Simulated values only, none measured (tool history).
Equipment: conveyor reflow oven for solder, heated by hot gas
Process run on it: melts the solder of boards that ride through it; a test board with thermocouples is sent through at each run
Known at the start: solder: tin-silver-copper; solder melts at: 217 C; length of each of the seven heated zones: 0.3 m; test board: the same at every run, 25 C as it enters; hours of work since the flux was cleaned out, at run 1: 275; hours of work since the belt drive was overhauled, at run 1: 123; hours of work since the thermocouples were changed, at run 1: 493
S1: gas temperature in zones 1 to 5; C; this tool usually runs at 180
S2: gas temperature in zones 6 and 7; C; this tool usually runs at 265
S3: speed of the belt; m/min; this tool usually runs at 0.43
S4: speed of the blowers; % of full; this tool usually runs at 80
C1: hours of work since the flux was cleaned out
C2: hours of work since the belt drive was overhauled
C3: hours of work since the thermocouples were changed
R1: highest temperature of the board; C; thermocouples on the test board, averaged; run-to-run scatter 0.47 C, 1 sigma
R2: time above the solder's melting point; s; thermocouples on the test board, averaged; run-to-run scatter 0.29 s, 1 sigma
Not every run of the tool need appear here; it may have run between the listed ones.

| run | day | S1 | S2 | S3 | S4 | C1 | C2 | C3 | R1 | R2 |
|---|---|---|---|---|---|---|---|---|---|---|
| 1 | 0 | 180 | 265 | 0.43 | 80 | 275 | 123 | 493 | 250.6 | 64.2 |
| 2 | 0.367 | 180 | 265 | 0.43 | 80 | 282 | 130 | 500 | 250.7 | 64.5 |
| 3 | 0.733 | 180 | 265 | 0.43 | 80 | 289 | 137 | 507 | 250.5 | 63.8 |
| 4 | 1.154 | 180 | 263 | 0.43 | 80 | 297 | 145 | 515 | 248.6 | 63.1 |
| 5 | 1.4 | 180 | 263 | 0.43 | 57 | 302 | 150 | 519 | 245.4 | 57.9 |
|  | 1.646 | flux residue cleaned out of gas plates and filters |
| 6 | 1.875 | 180 | 254 | 0.43 | 80 | 4 | 155 | 524 | 240.9 | 54.6 |
| 7 | 2.142 | 180 | 254 | 0.43 | 80 | 9 | 160 | 529 | 239.9 | 54.6 |
| 8 | 2.5 | 180 | 254 | 0.43 | 62 | 16 | 167 | 536 | 237.4 | 50.3 |
| 9 | 2.721 | 180 | 265 | 0.348 | 80 | 20 | 171 | 540 | 254.5 | 85 |
| 10 | 3.058 | 180 | 257 | 0.43 | 80 | 27 | 177 | 547 | 242.9 | 58.1 |
|  | 3.388 | flux residue cleaned out of gas plates and filters, once more |
| 11 | 3.667 | 180 | 257 | 0.43 | 84 | 5 | 185 | 554 | 245.8 | 61.4 |
| 12 | 4.021 | 174 | 276 | 0.492 | 53 | 12 | 192 | 561 | 251 | 51.6 |
| 13 | 4.312 | 193 | 264 | 0.48 | 54 | 18 | 197 | 567 | 246.9 | 58.2 |
| 14 | 4.529 | 193 | 264 | 0.48 | 54 | 22 | 201 | 571 | 245.9 | 58.3 |
| 15 | 4.767 | 173 | 256 | 0.498 | 51 | 26 | 206 | 575 | 233.3 | 33.2 |
| 16 | 4.988 | 194 | 276 | 0.357 | 76 | 30 | 210 | 579 | 267 | 98.1 |

Hidden state at the last listed run before each entry between runs and at the first one after, where it differs:
After run 5, before run 6: flux residue cleaned out of gas plates and filters (day 1.646)
  heat that the gas passes to the board, % of a clean oven's: 90.7 -> 89.6; belt's true speed, % of the reading: 99.72 -> 99.71; true gas temperature in zones 6 and 7 over the reading, C: -0.91 -> -0.92
  measured minus no-state result, R1: -2.7 -> -2.9 C; R2: -3.1 -> -3.9 s
After run 10, before run 11: flux residue cleaned out of gas plates and filters, once more (day 3.388)
  heat that the gas passes to the board, % of a clean oven's: 89 -> 99.1; belt's true speed, % of the reading: 99.65 -> 99.64; true gas temperature in zones 6 and 7 over the reading, C: -0.99 -> -1.02
  measured minus no-state result, R1: -3.1 -> -1 C; R2: -3.8 -> -0.7 s

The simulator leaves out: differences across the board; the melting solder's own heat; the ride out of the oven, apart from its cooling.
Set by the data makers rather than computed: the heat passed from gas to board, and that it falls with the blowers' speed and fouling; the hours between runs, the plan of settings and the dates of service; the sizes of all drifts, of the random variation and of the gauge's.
